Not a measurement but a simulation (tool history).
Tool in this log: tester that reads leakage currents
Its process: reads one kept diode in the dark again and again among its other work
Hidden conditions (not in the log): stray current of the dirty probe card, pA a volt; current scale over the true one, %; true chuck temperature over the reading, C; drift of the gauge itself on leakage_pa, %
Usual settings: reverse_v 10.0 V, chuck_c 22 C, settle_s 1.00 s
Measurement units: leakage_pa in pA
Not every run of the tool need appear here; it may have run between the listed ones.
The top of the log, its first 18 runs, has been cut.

run    hour  reverse_v  chuck_c  settle_s  hours of work since the probe card was cleaned  hours of work since the tester was calibrated  hours of work since the chuck was calibrated  leakage_pa
 19   825.2        1.3       22      1.00                                             145                                            903                                          1394       73.26
 20   857.8        1.3       22      1.00                                             167                                            926                                          1416       73.31
      912.1  -- probe card cleaned and baked, once more
 21   912.1        1.3       22      1.00                                               0                                            960                                          1451       71.24
 22   977.0        1.3       22      1.00                                              44                                           1004                                          1495       71.49
 23  1004.1       17.8       31      0.33                                              62                                           1023                                          1513      427.10
 24  1037.7        4.5       37      4.44                                              85                                           1045                                          1536      410.22
 25  1084.7        4.5       37      4.44                                             117                                           1077                                          1568      409.01
 26  1134.9        1.6       34      0.35                                             151                                           1111                                          1602      223.25
 27  1200.3        1.6       34      4.54                                             195                                           1156                                          1646      221.83
 28  1240.6        1.6       34      4.54                                             223                                           1183                                          1673      222.77
 29  1299.8       13.6       24      6.84                                             263                                           1223                                          1713      208.57
 30  1339.3       10.1       36      6.84                                             290                                           1250                                          1740      512.96
 31  1372.4        4.0       22      1.00                                             312                                           1272                                          1763      112.08
 32  1427.1       11.6       22      1.00                                             349                                           1310                                          1800      171.92
 33  1490.6       11.6       56      4.94                                             392                                           1353                                          1843     2577.72
 34  1546.4       11.6       45      1.44                                             430                                           1390                                          1881     1123.82
 35  1611.5        5.3       40      4.09                                             474                                           1435                                          1925      571.60
 36  1661.2        5.3       40      4.09                                             508                                           1468                                          1959      573.96
 37  1707.6        5.3       24      1.40                                             539                                           1500                                          1990      153.65
 38  1771.7        5.3       24      1.40                                             583                                           1543                                          2033      154.18

Forecast each of these 5 alternatives for the next run:
  A  1807.3        1.1       42      1.39                                             607                                           1567                                          2058           ?
  B  1807.3        7.6       22      1.00                                             607                                           1567                                          2058           ?
  C  1807.3       10.0       22      0.53                                             607                                           1567                                          2058           ?
  D  1807.3        6.1       22      1.00                                             607                                           1567                                          2058           ?
  E  1807.3        3.0       24      1.40                                             607                                           1567                                          2058           ?

run  leakage_pa
  A      383.93
  B      151.64
  C      174.17
  D      138.90
  E      123.70
What these runs would have given with no unlogged condition in the tool:
run  leakage_pa
  A      335.12
  B      121.40
  C      138.47
  D      112.16
  E      102.90
